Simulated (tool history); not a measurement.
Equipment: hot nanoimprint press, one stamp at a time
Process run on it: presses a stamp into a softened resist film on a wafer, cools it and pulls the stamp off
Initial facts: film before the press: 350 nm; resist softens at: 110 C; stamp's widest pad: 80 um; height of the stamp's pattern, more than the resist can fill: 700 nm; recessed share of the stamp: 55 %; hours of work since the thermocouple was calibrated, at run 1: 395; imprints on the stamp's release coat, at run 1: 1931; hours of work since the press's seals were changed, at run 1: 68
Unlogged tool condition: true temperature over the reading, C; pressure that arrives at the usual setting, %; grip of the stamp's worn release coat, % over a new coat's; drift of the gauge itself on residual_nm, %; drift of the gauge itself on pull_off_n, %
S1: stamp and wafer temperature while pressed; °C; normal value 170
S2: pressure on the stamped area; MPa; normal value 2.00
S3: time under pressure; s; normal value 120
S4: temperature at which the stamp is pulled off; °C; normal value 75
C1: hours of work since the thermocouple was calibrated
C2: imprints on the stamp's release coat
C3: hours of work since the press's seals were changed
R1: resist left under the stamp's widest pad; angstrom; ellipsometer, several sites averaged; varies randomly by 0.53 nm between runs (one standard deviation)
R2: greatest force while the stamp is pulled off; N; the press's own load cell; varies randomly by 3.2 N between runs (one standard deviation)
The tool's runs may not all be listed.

run	hour	S1	S2	S3	S4	C1	C2	C3	R1	R2
1	0.0	170	2.00	120	75	395	1931	68	1126	227
2	13.5	170	2.00	120	75	400	1959	73	1122	236
3	30.5	170	2.00	120	75	407	1993	80	1121	229
4	46.2	170	2.00	120	75	413	2025	86	1111	236
5	62.1	170	2.00	120	75	420	2057	93	1117	226
6	77.5	170	2.00	120	75	426	2089	99	1117	235
7	85.1	170	2.00	120	75	429	2104	102	1113	234
8	96.3	170	2.00	120	75	433	2127	106	1112	238
9	105.6	170	2.00	120	75	437	2146	110	1109	237
10	120.4	170	2.00	120	75	443	2176	116	1114	238
11	127.8	170	2.00	120	75	446	2191	119	1097	238
12	145.4	170	2.00	120	75	453	2227	126	1113	242
13	162.2	170	2.00	120	75	460	2261	133	1111	237
14	171.0	170	2.00	120	75	463	2279	136	1103	246
15	180.3	170	2.00	120	75	467	2297	140	1099	238
16	192.5	161	1.87	139	82	472	2322	145	1894	213

Expected results for the next run?
# hour 205.0: plate thermocouple calibrated
17	213.7	178	2.00	120	75	3	2359	152	?	?

R1: 749 angstrom
R2: 253 N
If the tool had no hidden condition, the same run with the same run-to-run variation would have returned R1 758 angstrom, R2 182 N.
